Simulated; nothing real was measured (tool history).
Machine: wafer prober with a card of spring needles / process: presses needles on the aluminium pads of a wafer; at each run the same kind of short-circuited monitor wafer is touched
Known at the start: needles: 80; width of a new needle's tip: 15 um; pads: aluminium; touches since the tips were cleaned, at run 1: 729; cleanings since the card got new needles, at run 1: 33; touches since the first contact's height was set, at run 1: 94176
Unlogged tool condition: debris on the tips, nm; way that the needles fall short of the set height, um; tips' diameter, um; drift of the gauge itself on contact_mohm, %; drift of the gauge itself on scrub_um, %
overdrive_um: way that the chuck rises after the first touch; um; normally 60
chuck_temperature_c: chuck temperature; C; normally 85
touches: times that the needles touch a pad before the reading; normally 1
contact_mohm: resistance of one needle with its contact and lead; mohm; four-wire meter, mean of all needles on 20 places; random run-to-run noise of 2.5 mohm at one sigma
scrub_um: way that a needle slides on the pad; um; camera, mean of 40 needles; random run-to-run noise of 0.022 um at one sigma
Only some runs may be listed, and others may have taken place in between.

run	hour	overdrive_um	chuck_temperature_c	touches	touches since the tips were cleaned	cleanings since the card got new needles	touches since the first contact's height was set	contact_mohm	scrub_um
1	0.0	60	85	1	729	33	94176	281	9.06
# hour 22.7: tips cleaned on abrasive film
2	31.1	60	85	1	2255	34	102485	286	9.07
# hour 47.8: tips cleaned on abrasive film
3	50.9	60	117	1	844	35	107755	293	9.07
4	69.2	60	85	1	5744	35	112655	284	9.08
# hour 74.2: tips cleaned on abrasive film
5	98.2	60	85	1	6429	36	120388	284	9.09
# hour 99.8: tips cleaned on abrasive film
6	121.3	60	111	1	5756	37	126555	290	9.12
# hour 125.8: tips cleaned on abrasive film
7	148.8	60	111	1	6174	38	133894	295	9.10
# hour 151.6: tips cleaned on abrasive film
8	172.7	60	85	1	5632	39	140257	287	9.15
# hour 177.2: tips cleaned on abrasive film
9	187.4	60	85	2	2750	40	144187	282	9.09
# hour 204.3: tips cleaned on abrasive film
10	214.6	60	85	1	2766	41	151429	285	9.15
# hour 230.9: tips cleaned on abrasive film
11	238.6	60	85	1	2061	42	157844	281	9.15
# hour 245.0: height of the first contact set anew
# hour 257.0: tips cleaned on abrasive film
12	272.8	60	85	1	4235	43	7428	286	9.15
# hour 283.5: tips cleaned on abrasive film
13	306.4	60	85	1	6123	44	16386	281	9.17
# hour 308.9: tips cleaned on abrasive film
14	328.7	60	85	1	5298	45	22336	283	9.16
# hour 335.8: tips cleaned on abrasive film
15	348.5	60	85	1	3406	46	27615	285	9.18
# hour 363.0: tips cleaned on abrasive film
16	381.2	60	85	1	4860	47	36329	290	9.20
# hour 389.6: tips cleaned on abrasive film
17	403.7	60	85	1	3772	48	42346	288	9.22
# hour 405.5: gauge calibrated
# hour 415.2: tips cleaned on abrasive film
18	422.4	60	85	1	1940	49	47322	281	9.08
# hour 441.4: tips cleaned on abrasive film
19	441.9	60	109	1	115	50	52505	290	9.08
20	463.3	60	109	1	5854	50	58244	293	9.08
# hour 468.2: tips cleaned on abrasive film
21	485.6	67	35	1	4662	51	64189	267	10.19
# hour 493.4: tips cleaned on abrasive film
22	505.8	52	26	3	3305	52	69568	271	7.88
# hour 518.5: tips cleaned on abrasive film
23	535.3	52	54	3	4508	53	77458	278	7.92
# hour 546.6: tips cleaned on abrasive film
24	569.0	52	54	3	6015	54	86453	275	7.89
# hour 573.6: tips cleaned on abrasive film
25	586.3	52	54	3	3383	55	91044	278	7.94
# hour 599.2: tips cleaned on abrasive film
26	611.2	52	54	3	3223	56	97697	277	7.93
# hour 624.2: tips cleaned on abrasive film
27	628.6	60	109	1	1169	57	102324	286	9.11
# hour 649.8: tips cleaned on abrasive film
28	657.3	60	109	1	2017	58	109992	292	9.10
# hour 675.3: tips cleaned on abrasive film
29	686.1	60	85	1	2888	59	117677	284	9.18
# hour 700.5: tips cleaned on abrasive film
30	713.1	60	85	1	3373	60	124880	284	9.16
# hour 726.6: tips cleaned on abrasive film
31	739.9	68	111	2	3569	61	132021	287	10.41
# hour 751.6: tips cleaned on abrasive film
32	770.7	69	77	1	5105	62	140239	279	10.53
# hour 779.7: tips cleaned on abrasive film
33	803.8	79	37	1	6468	63	149090	265	12.08
# hour 805.8: tips cleaned on abrasive film
34	823.6	43	27	1	4774	64	154360	276	6.60

Each row is a separate what-if for the run after 34, all from the same tool condition, not one after another. Results?
# hour 832.3: tips cleaned on abrasive film
# hour 843.5: height of the first contact set anew
A	850.5	42	61	3	4781	65	1870	?	?
# hour 832.3: tips cleaned on abrasive film
# hour 843.5: height of the first contact set anew
B	850.5	71	27	2	4781	65	1870	?	?
# hour 832.3: tips cleaned on abrasive film
# hour 843.5: height of the first contact set anew
C	850.5	43	83	2	4781	65	1870	?	?

run	contact_mohm	scrub_um
A	282	6.47
B	259	10.90
C	293	6.62
With no hidden state in the tool, these same runs would have given:
run	contact_mohm	scrub_um
A	282	6.36
B	259	10.73
C	293	6.51
